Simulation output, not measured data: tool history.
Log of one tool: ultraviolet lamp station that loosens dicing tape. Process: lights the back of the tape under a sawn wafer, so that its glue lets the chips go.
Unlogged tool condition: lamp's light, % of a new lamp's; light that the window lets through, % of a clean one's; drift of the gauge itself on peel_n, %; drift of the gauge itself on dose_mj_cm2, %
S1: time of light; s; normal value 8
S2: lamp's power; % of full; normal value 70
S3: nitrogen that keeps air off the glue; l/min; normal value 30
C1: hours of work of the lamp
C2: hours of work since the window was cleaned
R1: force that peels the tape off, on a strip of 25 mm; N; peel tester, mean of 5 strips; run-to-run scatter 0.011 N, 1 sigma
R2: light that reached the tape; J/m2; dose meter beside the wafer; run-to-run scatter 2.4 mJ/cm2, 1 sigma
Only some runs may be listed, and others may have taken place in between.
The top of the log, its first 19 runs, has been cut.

run	hour	S1	S2	S3	C1	C2	R1	R2
20	493	8	86	30	1209	47	0.563	2400
21	512.1	8	70	17	1225	62	1.353	1890
22	545.5	8	70	17	1251	88	1.379	1900
23	579.1	12	70	17	1278	115	0.651	2800
24	602.3	12	66	49	1296	133	0.351	2650
25	619.4	7	63	15	1310	147	2.288	1440
26	648.9	7	63	15	1333	170	2.282	1470
27	672.7	8	98	57	1352	189	0.341	2560
28	703.6	10	64	16	1376	214	1.202	2010
29	717.8	9	76	25	1388	225	0.778	2130
30	741.3	8	70	43	1406	244	0.759	1770
# hour 763.4: lamp changed
31	772.1	7	66	50	7	267	0.525	2060
32	797.7	5	71	36	27	288	1.119	1570
33	812.6	5	71	36	39	300	1.121	1520
34	840.9	5	71	36	61	322	1.139	1540

The next listed run, before its measurement:
35	871.9	8	70	23	86	347	?	?

{"run 35": {"R1": 0.663, "R2": 2430}}
If the tool had no hidden condition, the same run with the same run-to-run variation would have returned R1 0.562 N, R2 2650 J/m2.
